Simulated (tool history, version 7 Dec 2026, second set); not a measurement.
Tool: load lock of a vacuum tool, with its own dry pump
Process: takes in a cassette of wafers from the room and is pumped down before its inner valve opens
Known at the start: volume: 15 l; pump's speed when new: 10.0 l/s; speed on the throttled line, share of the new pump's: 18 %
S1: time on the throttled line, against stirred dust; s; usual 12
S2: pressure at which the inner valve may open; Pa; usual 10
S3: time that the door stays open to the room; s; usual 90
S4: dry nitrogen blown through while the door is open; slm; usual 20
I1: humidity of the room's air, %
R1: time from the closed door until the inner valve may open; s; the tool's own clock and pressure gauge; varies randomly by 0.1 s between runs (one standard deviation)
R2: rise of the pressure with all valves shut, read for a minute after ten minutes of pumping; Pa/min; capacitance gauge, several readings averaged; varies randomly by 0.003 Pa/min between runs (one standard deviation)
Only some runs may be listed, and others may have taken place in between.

run 1 hour=0 | S1=12 S2=10 S3=90 S4=20 | I1=45.8 | R1=24.9 R2=0.249
run 2 hour=159.4 | S1=12 S2=10 S3=90 S4=20 | I1=41 | R1=25 R2=0.251
run 3 hour=281.8 | S1=12 S2=10 S3=90 S4=20 | I1=44.7 | R1=24.9 R2=0.256
run 4 hour=501.6 | S1=8 S2=10 S3=90 S4=20 | I1=46.8 | R1=21.8 R2=0.267
run 5 hour=688.5 | S1=12 S2=11 S3=90 S4=20 | I1=43.4 | R1=25 R2=0.278
run 6 hour=823.5 | S1=12 S2=11 S3=90 S4=20 | I1=47.2 | R1=24.7 R2=0.286
run 7 hour=1004.1 | S1=12 S2=10 S3=90 S4=20 | I1=47.9 | R1=24.9 R2=0.302
run 8 hour=1169.2 | S1=12 S2=10 S3=90 S4=20 | I1=41.6 | R1=25 R2=0.308
run 9 hour=1291.6 | S1=12 S2=10 S3=90 S4=20 | I1=45 | R1=25 R2=0.316
run 10 hour=1470.6 | S1=12 S2=10 S3=90 S4=18 | I1=43.2 | R1=25.2 R2=0.325
run 11 hour=1608.4 | S1=12 S2=10 S3=90 S4=18 | I1=43.5 | R1=24.9 R2=0.333
run 12 hour=1739.9 | S1=12 S2=10 S3=90 S4=18 | I1=43.9 | R1=25.2 R2=0.337
run 13 hour=1934.4 | S1=12 S2=10 S3=90 S4=18 | I1=40.3 | R1=25 R2=0.359
run 14 hour=2155.7 | S1=13 S2=10 S3=90 S4=20 | I1=46.3 | R1=26.1 R2=0.371
run 15 hour=2261.1 | S1=13 S2=19 S3=90 S4=20 | I1=41.5 | R1=24.7 R2=0.369
run 16 hour=2372.6 | S1=16 S2=10 S3=90 S4=20 | I1=47.4 | R1=28.3 R2=0.385
run 17 hour=2587.8 | S1=15 S2=10 S3=90 S4=20 | I1=40.4 | R1=27.4 R2=0.392
run 18 hour=2760.9 | S1=15 S2=10 S3=90 S4=20 | I1=45 | R1=27.9 R2=0.41
run 19 hour=2909.8 | S1=15 S2=10 S3=90 S4=20 | I1=48.1 | R1=27.6 R2=0.422
run 20 hour=3092.3 | S1=15 S2=11 S3=90 S4=30 | I1=47.6 | R1=27.6 R2=0.43
run 21 hour=3306 | S1=15 S2=11 S3=90 S4=30 | I1=45.9 | R1=27.6 R2=0.442
run 22 hour=3471.3 | S1=12 S2=10 S3=73 S4=31 | I1=44.8 | R1=25.5 R2=0.462
run 23 hour=3688 | S1=12 S2=10 S3=73 S4=31 | I1=43 | R1=25.3 R2=0.472
run 24 hour=3860.8 | S1=12 S2=10 S3=73 S4=31 | I1=43.7 | R1=25.3 R2=0.486
run 25 hour=4003.8 | S1=12 S2=10 S3=73 S4=31 | I1=43.4 | R1=25.4 R2=0.499
-- hour=4049.6 door's seal changed, seat wiped
run 26 hour=4145.8 | S1=15 S2=12 S3=90 S4=20 | I1=47.2 | R1=27.5 R2=0.042
run 27 hour=4368.7 | S1=9 S2=10 S3=90 S4=20 | I1=44.5 | R1=23 R2=0.043
run 28 hour=4501.2 | S1=11 S2=10 S3=186 S4=20 | I1=44.9 | R1=24.7 R2=0.059
run 29 hour=4601.6 | S1=12 S2=18 S3=30 S4=20 | I1=45.7 | R1=24.7 R2=0.038
run 30 hour=4709.6 | S1=12 S2=18 S3=30 S4=20 | I1=47.3 | R1=24.4 R2=0.041
run 31 hour=4879.7 | S1=22 S2=10 S3=124 S4=20 | I1=47.7 | R1=33.5 R2=0.062
run 32 hour=5015.1 | S1=22 S2=10 S3=124 S4=20 | I1=46 | R1=33.4 R2=0.059
run 33 hour=5176.9 | S1=22 S2=10 S3=124 S4=20 | I1=42.6 | R1=33.5 R2=0.063
run 34 hour=5332.4 | S1=22 S2=10 S3=124 S4=20 | I1=49.3 | R1=33.5 R2=0.072
run 35 hour=5514.8 | S1=22 S2=10 S3=124 S4=20 | I1=45.6 | R1=33.5 R2=0.075
run 36 hour=5623.6 | S1=12 S2=8 S3=90 S4=20 | I1=44.5 | R1=25.9 R2=0.071
run 37 hour=5772.3 | S1=12 S2=10 S3=115 S4=20 | I1=46.2 | R1=25.7 R2=0.072
run 38 hour=5963 | S1=12 S2=10 S3=115 S4=20 | I1=43.1 | R1=25.7 R2=0.076

3 options for the next run, each taken on its own from the tool as it stands now. Forecast them:
run A hour=6148.1 | S1=12 S2=11 S3=130 S4=20 | I1=43.3 | R1=? R2=?
run B hour=6148.1 | S1=12 S2=12 S3=115 S4=20 | I1=44.2 | R1=? R2=?
run C hour=6148.1 | S1=12 S2=15 S3=90 S4=20 | I1=45.1 | R1=? R2=?

run=A R1=25.3 R2=0.086
run=B R1=25.3 R2=0.079
run=C R1=24.9 R2=0.08
The same runs, with their run-to-run variation unchanged, on a tool lacking any hidden condition would have given:
run=A R1=23.5 R2=0.044
run=B R1=23.5 R2=0.037
run=C R1=23.1 R2=0.038
